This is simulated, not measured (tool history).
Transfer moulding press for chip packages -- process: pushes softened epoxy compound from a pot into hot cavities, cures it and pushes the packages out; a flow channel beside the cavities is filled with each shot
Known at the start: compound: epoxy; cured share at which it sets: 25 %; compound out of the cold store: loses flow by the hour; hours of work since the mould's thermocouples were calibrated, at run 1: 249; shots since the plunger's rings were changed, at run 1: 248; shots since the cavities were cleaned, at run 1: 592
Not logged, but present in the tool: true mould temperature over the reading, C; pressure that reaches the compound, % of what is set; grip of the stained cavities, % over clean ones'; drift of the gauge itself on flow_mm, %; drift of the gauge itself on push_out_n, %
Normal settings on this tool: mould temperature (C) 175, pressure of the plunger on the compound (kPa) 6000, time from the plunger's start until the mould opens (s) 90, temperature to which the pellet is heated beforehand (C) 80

run   hour  mould temperature (C)  pressure of the plunger on the compound (kPa)  time from the plunger's start until the mould opens (s)  temperature to which the pellet is heated beforehand (C)  hours of work since the mould's thermocouples were calibrated  shots since the plunger's rings were changed  shots since the cavities were cleaned  incoming compound's hours out of the cold store  length that the compound runs in the flow channel (mm)  greatest force on the pins that push the packages out (N)
  1      0                    175                                           6000                                                       90                                                        80                                                            249                                           248                                    592                                             22.5                                                     750                                                        528
       9.4  -- cavities cleaned with cleaning compound and waxed
  2   10.5                    175                                           6000                                                       90                                                        80                                                            256                                           367                                     14                                             38.7                                                     713                                                        275
  3   21.5                    175                                           5770                                                       90                                                        80                                                            264                                           513                                    160                                              9.7                                                     773                                                        383
  4   27.1                    175                                           5770                                                       90                                                        80                                                            268                                           587                                    234                                             11.9                                                     763                                                        414
  5   33.9                    175                                           5770                                                       90                                                        80                                                            273                                           677                                    324                                             35.4                                                     708                                                        455
  6   39.6                    175                                           5770                                                       90                                                        80                                                            277                                           752                                    399                                             37.7                                                     692                                                        472
  7   48.7                    175                                           5770                                                       90                                                        80                                                            283                                           872                                    519                                               45                                                     681                                                        510
  8   59.9                    175                                           6000                                                      126                                                        80                                                            291                                          1020                                    667                                              8.5                                                     786                                                        440
      63.7  -- cavities cleaned with cleaning compound and waxed
  9   74.5                    175                                           6000                                                      126                                                        80                                                            301                                          1192                                    142                                             16.9                                                     754                                                        308
 10   86.9                    175                                           6000                                                      126                                                        80                                                            310                                          1356                                    306                                             29.1                                                     724                                                        364
 11   96.9                    175                                           5720                                                       90                                                        80                                                            317                                          1488                                    438                                             36.3                                                     690                                                        467
 12  103.3                    175                                           6000                                                       90                                                        80                                                            322                                          1573                                    523                                             24.6                                                     735                                                        497
     105.9  -- mould's thermocouples calibrated
 13  117.3                    175                                           6000                                                       90                                                        80                                                              8                                          1731                                    681                                             40.1                                                     689                                                        538
     119.6  -- cavities cleaned with cleaning compound and waxed
 14  125.4                    175                                           6000                                                       90                                                        80                                                             13                                          1818                                     77                                             40.2                                                     688                                                        317
 15  133.5                    181                                           6000                                                       85                                                        75                                                             19                                          1924                                    183                                             38.5                                                     680                                                        351
 16  145.3                    174                                           5960                                                       93                                                        83                                                             27                                          2081                                    340                                             42.2                                                     679                                                        449
     148.4  -- mould's thermocouples calibrated, once more
 17  159.6                    175                                           6000                                                       90                                                        77                                                              8                                          2244                                    503                                             16.6                                                     740                                                        510
 18    170                    178                                           6100                                                       90                                                        77                                                             16                                          2380                                    639                                             40.3                                                     681                                                        499
     175.6  -- cavities cleaned with cleaning compound and waxed
 19  182.8                    168                                           6000                                                       79                                                        80                                                             24                                          2530                                     95                                             46.5                                                     682                                                        614
 20  194.9                    179                                           6000                                                       90                                                        90                                                             33                                          2689                                    254                                             37.9                                                     672                                                        383
 21    203                    179                                           6000                                                       74                                                        90                                                             38                                          2796                                    361                                             31.1                                                     688                                                        501
 22    216                    170                                           6000                                                       70                                                        90                                                             48                                          2968                                    533                                             12.5                                                     761                                                       1140
 23  225.7                    170                                           6000                                                       70                                                        74                                                             55                                          3096                                    661                                             38.2                                                     696                                                       1183
     229.6  -- cavities cleaned with cleaning compound and waxed
 24  234.8                    170                                           4820                                                      117                                                        74                                                             60                                          3196                                     68                                             15.6                                                     665                                                        289

Estimate the outcome of run 25 from the log above:
 25  243.8                    178                                           6610                                                       90                                                        80                                                             67                                          3315                                    187                                               17                                                       ?                                                          ?

Run 25 came out at length that the compound runs in the flow channel (mm) 746, greatest force on the pins that push the packages out (N) 355.
Take away the tool's hidden state, keep the run-to-run variation as it was, and the same run would have given length that the compound runs in the flow channel (mm) 799, greatest force on the pins that push the packages out (N) 241.
